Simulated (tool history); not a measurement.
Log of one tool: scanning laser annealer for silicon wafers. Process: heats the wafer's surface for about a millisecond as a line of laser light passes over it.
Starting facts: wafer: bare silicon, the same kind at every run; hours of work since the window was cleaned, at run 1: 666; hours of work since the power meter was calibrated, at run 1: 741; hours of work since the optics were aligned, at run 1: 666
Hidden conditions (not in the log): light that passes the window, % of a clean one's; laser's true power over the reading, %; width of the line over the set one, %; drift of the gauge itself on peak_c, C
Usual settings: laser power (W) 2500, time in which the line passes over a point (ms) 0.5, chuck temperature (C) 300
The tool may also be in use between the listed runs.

| run | hour | laser power (W) | time in which the line passes over a point (ms) | chuck temperature (C) | hours of work since the window was cleaned | hours of work since the power meter was calibrated | hours of work since the optics were aligned | highest temperature of the surface (C) |
|---|---|---|---|---|---|---|---|---|
| 1 | 0 | 2500 | 0.5 | 300 | 666 | 741 | 666 | 1034 |
|  | 78.2 | window over the wafer cleaned |
| 2 | 79.2 | 2500 | 0.5 | 300 | 1 | 802 | 726 | 1058 |
|  | 109.3 | optics aligned, line set to its width |
| 3 | 140.3 | 2500 | 0.5 | 300 | 45 | 845 | 24 | 1073 |
| 4 | 226.8 | 2500 | 0.5 | 300 | 112 | 913 | 92 | 1067 |
| 5 | 289.6 | 2500 | 0.369 | 300 | 161 | 962 | 141 | 950 |
| 6 | 370.9 | 2500 | 0.369 | 300 | 224 | 1025 | 204 | 945 |
| 7 | 423.7 | 2621 | 0.369 | 300 | 265 | 1066 | 245 | 979 |
| 8 | 478.9 | 2621 | 0.369 | 300 | 309 | 1109 | 288 | 970 |
| 9 | 534.9 | 2621 | 0.371 | 300 | 352 | 1153 | 332 | 968 |
| 10 | 577.7 | 2621 | 0.371 | 300 | 386 | 1186 | 365 | 971 |
| 11 | 668.2 | 2621 | 0.371 | 307 | 456 | 1257 | 436 | 971 |
| 12 | 757.4 | 2621 | 0.524 | 307 | 526 | 1327 | 505 | 1107 |
| 13 | 809.9 | 2500 | 0.5 | 307 | 567 | 1368 | 546 | 1048 |
| 14 | 862.9 | 2500 | 0.5 | 307 | 608 | 1409 | 588 | 1042 |
| 15 | 923.6 | 2461 | 0.546 | 261 | 655 | 1456 | 635 | 1015 |
| 16 | 973.2 | 2456 | 0.432 | 307 | 694 | 1495 | 674 | 971 |
|  | 1016.2 | window over the wafer cleaned |
| 17 | 1029.3 | 2500 | 0.369 | 277 | 10 | 1537 | 716 | 919 |
|  | 1066.7 | optics aligned, line set to its width |
| 18 | 1075.2 | 2500 | 0.369 | 277 | 42 | 1569 | 7 | 933 |
| 19 | 1156.4 | 2500 | 0.369 | 277 | 105 | 1632 | 70 | 927 |
| 20 | 1199.1 | 2509 | 0.471 | 268 | 139 | 1666 | 103 | 1012 |
| 21 | 1259.7 | 2500 | 0.54 | 290 | 186 | 1713 | 150 | 1082 |
| 22 | 1302.9 | 2500 | 0.571 | 266 | 220 | 1747 | 184 | 1080 |
| 23 | 1357 | 2671 | 0.398 | 303 | 262 | 1789 | 226 | 1017 |
| 24 | 1448.9 | 2671 | 0.374 | 292 | 334 | 1860 | 298 | 985 |
| 25 | 1521.3 | 2149 | 0.563 | 318 | 390 | 1917 | 354 | 998 |
| 26 | 1570 | 2190 | 0.427 | 289 | 428 | 1955 | 392 | 886 |
| 27 | 1649.7 | 2190 | 0.447 | 290 | 490 | 2017 | 455 | 896 |
| 28 | 1744.7 | 2190 | 0.447 | 290 | 564 | 2091 | 529 | 895 |

Predict each of these 3 candidate next runs independently; none follows another, all start after run 28:
| A | 1821.3 | 2500 | 0.5 | 302 | 624 | 2151 | 588 | ? |
| B | 1821.3 | 2328 | 0.587 | 300 | 624 | 2151 | 588 | ? |
| C | 1821.3 | 2190 | 0.447 | 328 | 624 | 2151 | 588 | ? |

| run | highest temperature of the surface (C) |
|---|---|
| A | 1036 |
| B | 1042 |
| C | 926 |
Without the tool's unlogged condition, the same runs would have read:
| run | highest temperature of the surface (C) |
|---|---|
| A | 1088 |
| B | 1095 |
| C | 969 |
